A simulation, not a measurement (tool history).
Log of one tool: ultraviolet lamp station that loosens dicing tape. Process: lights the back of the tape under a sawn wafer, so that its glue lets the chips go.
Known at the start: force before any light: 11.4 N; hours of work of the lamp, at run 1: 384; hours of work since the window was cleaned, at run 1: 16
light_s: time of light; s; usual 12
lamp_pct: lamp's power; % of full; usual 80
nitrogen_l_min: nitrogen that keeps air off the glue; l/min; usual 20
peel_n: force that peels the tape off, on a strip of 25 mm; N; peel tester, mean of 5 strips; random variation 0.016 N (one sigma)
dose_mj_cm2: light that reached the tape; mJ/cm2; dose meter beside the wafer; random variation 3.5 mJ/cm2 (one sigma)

| run | hour | light_s | lamp_pct | nitrogen_l_min | hours of work of the lamp | hours of work since the window was cleaned | peel_n | dose_mj_cm2 |
|---|---|---|---|---|---|---|---|---|
| 1 | 0 | 12 | 80 | 20 | 384 | 16 | 0.891 | 540 |
| 2 | 60.5 | 12 | 80 | 20 | 410 | 43 | 0.882 | 532 |
| 3 | 122.6 | 12 | 80 | 20 | 437 | 70 | 0.959 | 526 |
| 4 | 171.9 | 12 | 80 | 20 | 458 | 91 | 0.964 | 519 |
| 5 | 204.7 | 12 | 80 | 20 | 472 | 105 | 1.025 | 511 |
| 6 | 263.5 | 20 | 80 | 20 | 498 | 131 | 0.341 | 842 |
| 7 | 303 | 20 | 80 | 20 | 515 | 148 | 0.343 | 831 |
| 8 | 351.4 | 12 | 80 | 20 | 536 | 169 | 1.066 | 488 |
| 9 | 388.6 | 12 | 78 | 20 | 552 | 185 | 1.167 | 474 |
| 10 | 422.4 | 12 | 78 | 20 | 567 | 199 | 1.185 | 471 |
|  | 446 | window cleaned of glue's vapour |
| 11 | 482.6 | 12 | 80 | 20 | 593 | 16 | 0.947 | 530 |
| 12 | 544.3 | 12 | 80 | 20 | 619 | 43 | 0.976 | 526 |
| 13 | 590.8 | 12 | 80 | 20 | 639 | 63 | 1.027 | 506 |
| 14 | 649.3 | 12 | 80 | 20 | 665 | 88 | 1.004 | 504 |
| 15 | 684.3 | 12 | 80 | 20 | 680 | 103 | 1.024 | 495 |
| 16 | 755 | 12 | 80 | 20 | 711 | 134 | 1.097 | 492 |
| 17 | 791.6 | 12 | 80 | 20 | 726 | 150 | 1.114 | 484 |
| 18 | 827.9 | 12 | 80 | 20 | 742 | 165 | 1.155 | 480 |
| 19 | 866.7 | 12 | 80 | 20 | 759 | 182 | 1.168 | 482 |
| 20 | 927.4 | 12 | 80 | 20 | 785 | 209 | 1.19 | 468 |
|  | 933.5 | window cleaned of glue's vapour |
| 21 | 991.2 | 12 | 80 | 20 | 813 | 25 | 1.011 | 502 |
| 22 | 1057.7 | 12 | 80 | 20 | 841 | 54 | 1.058 | 504 |
| 23 | 1105.6 | 7 | 72 | 20 | 862 | 75 | 3.126 | 257 |
| 24 | 1174.1 | 7 | 72 | 20 | 892 | 104 | 3.172 | 254 |
| 25 | 1246.3 | 9 | 69 | 7 | 923 | 135 | 3.829 | 313 |
| 26 | 1277.7 | 9 | 69 | 7 | 937 | 149 | 3.714 | 304 |
| 27 | 1308 | 23 | 97 | 12 | 950 | 162 | 0.286 | 1082 |
| 28 | 1375.9 | 23 | 64 | 12 | 979 | 192 | 0.688 | 703 |
| 29 | 1409.2 | 7 | 91 | 32 | 994 | 206 | 2.108 | 301 |
|  | 1420 | window cleaned of glue's vapour |
| 30 | 1470.2 | 7 | 80 | 8 | 1020 | 22 | 3.864 | 285 |
| 31 | 1516.7 | 7 | 80 | 8 | 1040 | 42 | 3.849 | 282 |
| 32 | 1553.9 | 20 | 61 | 8 | 1056 | 58 | 1.217 | 614 |
| 33 | 1600.3 | 9 | 67 | 8 | 1076 | 78 | 3.836 | 300 |
| 34 | 1637 | 9 | 61 | 37 | 1092 | 94 | 2.433 | 268 |
| 35 | 1709.3 | 10 | 70 | 8 | 1124 | 125 | 3.214 | 339 |
| 36 | 1762.4 | 15 | 78 | 6 | 1147 | 148 | 1.766 | 555 |
| 37 | 1836.3 | 7 | 80 | 25 | 1179 | 180 | 2.905 | 259 |
| 38 | 1891.2 | 7 | 69 | 23 | 1202 | 204 | 3.631 | 224 |

Run 39 comes next. What will it give?
|  | 1903.3 | window cleaned of glue's vapour |
| 39 | 1958.5 | 17 | 60 | 10 | 1231 | 24 | ? | ? |

peel_n: 1.565 N
dose_mj_cm2: 507 mJ/cm2
Without the tool's hidden state the same run would have given peel_n 1.063 N, dose_mj_cm2 617 mJ/cm2.
